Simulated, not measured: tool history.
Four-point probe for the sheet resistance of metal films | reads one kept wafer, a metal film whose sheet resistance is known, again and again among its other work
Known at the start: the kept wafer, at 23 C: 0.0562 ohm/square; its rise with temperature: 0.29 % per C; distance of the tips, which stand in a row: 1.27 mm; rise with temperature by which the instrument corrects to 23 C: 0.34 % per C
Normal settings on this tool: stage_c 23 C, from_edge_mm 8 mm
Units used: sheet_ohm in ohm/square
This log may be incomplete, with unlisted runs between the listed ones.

run,hour,stage_c,from_edge_mm,sheet_ohm
1,0.0,23,8,0.056739
2,20.2,23,8,0.056730
3,56.7,23,8,0.056746
4,96.5,23,8,0.056742
5,117.6,23,8,0.056721
6,148.8,23,8,0.056711
7,172.7,23,8,0.056724
8,221.9,32,8,0.056508
9,270.7,28,8,0.056575
10,305.5,28,8,0.056586
11,335.8,29,8,0.056554
12,363.1,29,8,0.056579
13,401.5,23,25,0.056038
14,430.4,23,21,0.056075
15,465.4,22,8,0.056730
16,493.3,22,8,0.056712
17,534.5,22,8,0.056728
18,573.2,28,8,0.056580
19,595.3,28,8,0.056535
20,617.8,28,8,0.056551
21,640.2,28,8,0.056550
22,666.9,28,8,0.056533
23,692.1,28,8,0.056580
24,728.0,20,12,0.056323
25,761.4,31,50,0.055740
26,781.3,33,50,0.055693
27,814.8,24,50,0.055922
28,861.1,28,24,0.055871
29,899.5,20,24,0.056062
30,923.5,27,24,0.055876
31,957.2,27,24,0.055886
32,988.5,27,24,0.055888
33,1031.4,33,22,0.055770
34,1068.7,29,16,0.055933
35,1116.1,31,69,0.055699
36,1162.2,31,69,0.055703
37,1197.5,20,11,0.056346
38,1243.3,22,8,0.056652
39,1275.5,23,4,0.058758
40,1315.6,27,5,0.057644
41,1345.5,28,4,0.058614
42,1391.2,32,13,0.055945
43,1429.6,22,6,0.057198
44,1453.6,33,9,0.056218
45,1483.7,29,42,0.055727

Branching from run 45: 3 alternative next runs. What would each branch give?
A,1514.1,23,30,?
B,1514.1,25,8,?
C,1514.1,23,3,?

run,sheet_ohm
A,0.055902
B,0.056558
C,0.060713
Stripped of hidden state, with their random variation kept, the same runs would have yielded:
run,sheet_ohm
A,0.056250
B,0.056909
C,0.061089

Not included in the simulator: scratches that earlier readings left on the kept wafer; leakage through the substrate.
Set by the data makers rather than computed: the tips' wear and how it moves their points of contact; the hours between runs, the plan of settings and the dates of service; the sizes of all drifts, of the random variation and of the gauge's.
